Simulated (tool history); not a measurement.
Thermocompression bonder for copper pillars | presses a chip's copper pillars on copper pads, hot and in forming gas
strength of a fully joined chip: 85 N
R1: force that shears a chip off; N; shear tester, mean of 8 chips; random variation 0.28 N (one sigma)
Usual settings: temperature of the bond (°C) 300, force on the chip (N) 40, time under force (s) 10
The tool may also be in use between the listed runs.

{"run": 1, "hour": 0.0, "temperature of the bond (°C)": 300, "force on the chip (N)": 40, "time under force (s)": 10, "R1": 42.2}
{"run": 2, "hour": 12.2, "temperature of the bond (°C)": 300, "force on the chip (N)": 40, "time under force (s)": 10, "R1": 41.7}
{"run": 3, "hour": 22.7, "temperature of the bond (°C)": 300, "force on the chip (N)": 40, "time under force (s)": 14, "R1": 46.9}
{"run": 4, "hour": 28.6, "temperature of the bond (°C)": 300, "force on the chip (N)": 40, "time under force (s)": 14, "R1": 47.3}
{"run": 5, "hour": 34.4, "temperature of the bond (°C)": 300, "force on the chip (N)": 40, "time under force (s)": 14, "R1": 47.4}
{"run": 6, "hour": 46.8, "temperature of the bond (°C)": 300, "force on the chip (N)": 40, "time under force (s)": 14, "R1": 47.6}
{"run": 7, "hour": 57.7, "temperature of the bond (°C)": 300, "force on the chip (N)": 47, "time under force (s)": 14, "R1": 52.7}
{"run": 8, "hour": 70.5, "temperature of the bond (°C)": 300, "force on the chip (N)": 60, "time under force (s)": 14, "R1": 61.7}
{"run": 9, "hour": 79.0, "temperature of the bond (°C)": 300, "force on the chip (N)": 40, "time under force (s)": 10, "R1": 42.2}
{"run": 10, "hour": 89.6, "temperature of the bond (°C)": 300, "force on the chip (N)": 40, "time under force (s)": 10, "R1": 42.1}
{"run": 11, "hour": 97.8, "temperature of the bond (°C)": 300, "force on the chip (N)": 40, "time under force (s)": 10, "R1": 42.4}
{"run": 12, "hour": 112.0, "temperature of the bond (°C)": 300, "force on the chip (N)": 40, "time under force (s)": 10, "R1": 41.9}
{"run": 13, "hour": 122.6, "temperature of the bond (°C)": 300, "force on the chip (N)": 40, "time under force (s)": 10, "R1": 41.9}
{"run": 14, "hour": 129.4, "temperature of the bond (°C)": 300, "force on the chip (N)": 40, "time under force (s)": 10, "R1": 42.7}
{"run": 15, "hour": 136.4, "temperature of the bond (°C)": 300, "force on the chip (N)": 40, "time under force (s)": 10, "R1": 42.1}
{"run": 16, "hour": 150.7, "temperature of the bond (°C)": 309, "force on the chip (N)": 40, "time under force (s)": 10, "R1": 47.2}
{"run": 17, "hour": 162.1, "temperature of the bond (°C)": 308, "force on the chip (N)": 51, "time under force (s)": 12, "R1": 57.6}
{"run": 18, "hour": 172.5, "temperature of the bond (°C)": 323, "force on the chip (N)": 51, "time under force (s)": 15, "R1": 68.4}
{"run": 19, "hour": 185.4, "temperature of the bond (°C)": 323, "force on the chip (N)": 51, "time under force (s)": 15, "R1": 68.2}
{"run": 20, "hour": 193.8, "temperature of the bond (°C)": 323, "force on the chip (N)": 28, "time under force (s)": 17, "R1": 48.9}
{"run": 21, "hour": 207.5, "temperature of the bond (°C)": 293, "force on the chip (N)": 41, "time under force (s)": 10, "R1": 39.5}
{"run": 22, "hour": 221.4, "temperature of the bond (°C)": 300, "force on the chip (N)": 30, "time under force (s)": 10, "R1": 33.2}
{"run": 23, "hour": 227.3, "temperature of the bond (°C)": 300, "force on the chip (N)": 45, "time under force (s)": 23, "R1": 59.2}
{"run": 24, "hour": 240.2, "temperature of the bond (°C)": 300, "force on the chip (N)": 25, "time under force (s)": 26, "R1": 40.0}
{"run": 25, "hour": 252.4, "temperature of the bond (°C)": 277, "force on the chip (N)": 40, "time under force (s)": 9, "R1": 29.7}
{"run": 26, "hour": 262.9, "temperature of the bond (°C)": 277, "force on the chip (N)": 40, "time under force (s)": 9, "R1": 29.7}
{"run": 27, "hour": 269.4, "temperature of the bond (°C)": 277, "force on the chip (N)": 40, "time under force (s)": 9, "R1": 29.7}
{"run": 28, "hour": 280.2, "temperature of the bond (°C)": 277, "force on the chip (N)": 40, "time under force (s)": 9, "R1": 29.3}

Forecast each of these 5 alternatives for the next run:
{"run": "A", "hour": 286.2, "temperature of the bond (°C)": 277, "force on the chip (N)": 25, "time under force (s)": 15, "R1": "?"}
{"run": "B", "hour": 286.2, "temperature of the bond (°C)": 300, "force on the chip (N)": 40, "time under force (s)": 18, "R1": "?"}
{"run": "C", "hour": 286.2, "temperature of the bond (°C)": 308, "force on the chip (N)": 40, "time under force (s)": 9, "R1": "?"}
{"run": "D", "hour": 286.2, "temperature of the bond (°C)": 288, "force on the chip (N)": 40, "time under force (s)": 19, "R1": "?"}
{"run": "E", "hour": 286.2, "temperature of the bond (°C)": 277, "force on the chip (N)": 40, "time under force (s)": 13, "R1": "?"}

run=A R1=23.2
run=B R1=50.6
run=C R1=44.7
run=D R1=45.1
run=E R1=34.5
Without the tool's hidden state the same runs would have given:
run=A R1=23.2
run=B R1=50.6
run=C R1=44.7
run=D R1=45.1
run=E R1=34.5
